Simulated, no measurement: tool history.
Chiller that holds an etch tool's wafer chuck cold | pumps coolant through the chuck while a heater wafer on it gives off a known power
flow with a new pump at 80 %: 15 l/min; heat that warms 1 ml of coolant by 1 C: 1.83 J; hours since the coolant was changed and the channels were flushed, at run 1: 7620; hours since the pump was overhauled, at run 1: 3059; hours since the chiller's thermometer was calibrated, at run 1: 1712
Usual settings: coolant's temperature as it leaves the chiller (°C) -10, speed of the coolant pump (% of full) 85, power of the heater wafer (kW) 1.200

run     day  coolant's temperature as it leaves the chiller (°C)  speed of the coolant pump (% of full)  power of the heater wafer (kW)  hours since the coolant was changed and the channels were flushed  hours since the pump was overhauled  hours since the chiller's thermometer was calibrated  chuck's temperature once it has settled (°C)  how much warmer the coolant comes back (C)
  1   0.000                                                  -10                                     85                           1.200                                                               7620                                 3059                                                  1712                                          0.43                                        2.53
  2   1.525                                                  -10                                     85                           1.200                                                               7657                                 3096                                                  1749                                          0.31                                        2.53
  3   3.300                                                  -10                                     85                           1.200                                                               7700                                 3138                                                  1791                                          0.51                                        2.50
  4   6.883                                                  -10                                     85                           1.200                                                               7786                                 3224                                                  1877                                          0.27                                        2.52
  5   9.754                                                  -10                                     85                           1.200                                                               7855                                 3293                                                  1946                                          0.55                                        2.53
  6  13.429                                                  -10                                     85                           1.200                                                               7943                                 3381                                                  2034                                          0.58                                        2.52
  7  16.167                                                  -10                                     95                           1.200                                                               8008                                 3447                                                  2100                                         -0.43                                        2.23
  8  17.946                                                  -10                                     95                           1.200                                                               8051                                 3490                                                  2143                                         -0.48                                        2.25
  9  20.575                                                  -10                                     85                           1.200                                                               8114                                 3553                                                  2206                                          0.55                                        2.51
 10  22.254                                                  -10                                     85                           1.200                                                               8155                                 3593                                                  2246                                          0.30                                        2.50
 11  24.092                                                  -10                                     85                           1.200                                                               8199                                 3637                                                  2290                                          0.52                                        2.51
 12  25.821                                                  -10                                     67                           1.200                                                               8240                                 3679                                                  2332                                          3.07                                        3.26
 13  28.467                                                  -16                                     62                           0.890                                                               8304                                 3742                                                  2395                                         -5.67                                        2.62
 14  31.767                                                    0                                     62                           0.890                                                               8383                                 3822                                                  2475                                         10.34                                        2.63
 15  34.058                                                    0                                     62                           0.890                                                               8438                                 3876                                                  2530                                         10.36                                        2.64

Run 16 comes next. What will it give?
 16  37.683                                                  -12                                     66                           1.163                                                               8525                                 3963                                                  2617                                             ?                                           ?

{"run 16": {"chuck's temperature once it has settled (°C)": 0.76, "how much warmer the coolant comes back (C)": 3.2}}
Without the tool's hidden state the same run would have given chuck's temperature once it has settled (°C) -0.42, how much warmer the coolant comes back (C) 3.12.
